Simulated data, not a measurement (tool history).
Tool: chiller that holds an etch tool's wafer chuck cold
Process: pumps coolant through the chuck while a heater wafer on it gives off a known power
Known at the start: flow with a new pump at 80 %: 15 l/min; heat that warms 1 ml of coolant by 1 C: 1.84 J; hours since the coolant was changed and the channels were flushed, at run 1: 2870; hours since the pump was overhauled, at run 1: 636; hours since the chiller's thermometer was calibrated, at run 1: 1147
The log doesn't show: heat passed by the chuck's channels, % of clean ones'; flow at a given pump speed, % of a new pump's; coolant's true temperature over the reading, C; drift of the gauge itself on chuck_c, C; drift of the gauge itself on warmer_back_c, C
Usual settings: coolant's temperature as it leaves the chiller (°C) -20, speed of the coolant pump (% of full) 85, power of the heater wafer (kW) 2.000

run	hour	coolant's temperature as it leaves the chiller (°C)	speed of the coolant pump (% of full)	power of the heater wafer (kW)	hours since the coolant was changed and the channels were flushed	hours since the pump was overhauled	hours since the chiller's thermometer was calibrated	chuck's temperature once it has settled (°C)	how much warmer the coolant comes back (C)
1	0.0	-20	85	2.000	2870	636	1147	-5.9	4.12
2	19.9	-20	85	2.000	2890	656	1167	-5.7	4.14
3	36.3	-20	85	2.000	2907	672	1183	-5.7	4.13
4	57.1	-20	90	2.000	2927	693	1204	-6.4	3.90
5	76.7	-20	85	2.000	2947	713	1224	-5.8	4.15
6	93.3	-20	85	2.000	2963	729	1240	-5.8	4.15
7	112.0	-20	85	2.000	2982	748	1259	-5.6	4.22
8	131.5	-20	85	2.000	3002	767	1279	-5.7	4.22
9	154.8	-21	85	2.000	3025	791	1302	-6.6	4.20
10	174.5	-20	85	2.834	3045	810	1322	0.2	5.96
11	190.6	-20	85	2.834	3061	826	1338	0.1	5.92
12	211.1	-20	77	2.000	3081	847	1358	-4.6	4.62
13	244.9	-28	85	2.000	3115	881	1392	-13.7	4.17
14	261.0	-18	69	1.458	3131	897	1408	-5.9	3.75
15	282.1	-18	69	1.458	3152	918	1429	-5.9	3.82
16	300.7	-18	69	1.458	3171	937	1448	-5.9	3.82
17	321.7	-20	79	1.934	3192	958	1469	-5.3	4.41
18	337.9	-20	79	1.934	3208	974	1485	-5.2	4.32
19	358.8	-20	79	1.934	3229	995	1506	-5.4	4.35

Measured less the same run without the tool's hidden state. The same run-to-run variation is in both; the gauge's scatter may not be:
run	chuck's temperature once it has settled (°C)	how much warmer the coolant comes back (C)
1	+1.7	+0.07
2	+1.8	+0.07
3	+1.8	+0.07
4	+1.8	+0.07
5	+1.8	+0.07
6	+1.9	+0.08
7	+1.9	+0.09
8	+1.9	+0.09
9	+1.9	+0.09
10	+2.6	+0.13
11	+2.7	+0.13
12	+2.0	+0.11
13	+2.0	+0.10
14	+1.7	+0.10
15	+1.7	+0.10
16	+1.8	+0.10
17	+2.1	+0.12
18	+2.2	+0.12
19	+2.1	+0.13

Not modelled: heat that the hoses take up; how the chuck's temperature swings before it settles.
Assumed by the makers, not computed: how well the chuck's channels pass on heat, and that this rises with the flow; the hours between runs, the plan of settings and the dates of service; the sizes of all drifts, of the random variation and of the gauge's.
